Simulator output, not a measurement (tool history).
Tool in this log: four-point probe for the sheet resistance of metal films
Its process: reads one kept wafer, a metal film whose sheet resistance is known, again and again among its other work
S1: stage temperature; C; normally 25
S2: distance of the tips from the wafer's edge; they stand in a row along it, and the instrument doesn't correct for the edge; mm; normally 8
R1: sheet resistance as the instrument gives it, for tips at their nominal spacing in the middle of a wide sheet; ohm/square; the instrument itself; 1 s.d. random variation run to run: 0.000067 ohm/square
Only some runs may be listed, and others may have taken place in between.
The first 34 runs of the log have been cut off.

{"run": 35, "hour": 602.0, "S1": 19, "S2": 3, "R1": 0.343758}
{"run": 36, "hour": 616.6, "S1": 24, "S2": 10, "R1": 0.33781}
{"run": 37, "hour": 633.7, "S1": 28, "S2": 39, "R1": 0.336471}
{"run": 38, "hour": 656.0, "S1": 19, "S2": 71, "R1": 0.338657}
{"run": 39, "hour": 675.2, "S1": 19, "S2": 8, "R1": 0.339373}
{"run": 40, "hour": 687.2, "S1": 23, "S2": 5, "R1": 0.33951}
{"run": 41, "hour": 706.4, "S1": 29, "S2": 38, "R1": 0.336236}
{"run": 42, "hour": 732.1, "S1": 23, "S2": 6, "R1": 0.339019}
{"run": 43, "hour": 756.7, "S1": 22, "S2": 4, "R1": 0.340739}
{"run": 44, "hour": 782.5, "S1": 25, "S2": 38, "R1": 0.337386}

What if the next run were any one of these 3? Each begins from the tool's condition after run 44:
{"run": "A", "hour": 795.5, "S1": 23, "S2": 9, "R1": "?"}
{"run": "B", "hour": 795.5, "S1": 25, "S2": 40, "R1": "?"}
{"run": "C", "hour": 795.5, "S1": 26, "S2": 5, "R1": "?"}

run=A R1=0.338436
run=B R1=0.337356
run=C R1=0.338869
The same runs, with their run-to-run variation unchanged, on a tool lacking any hidden condition would have given:
run=A R1=0.336843
run=B R1=0.335768
run=C R1=0.337276
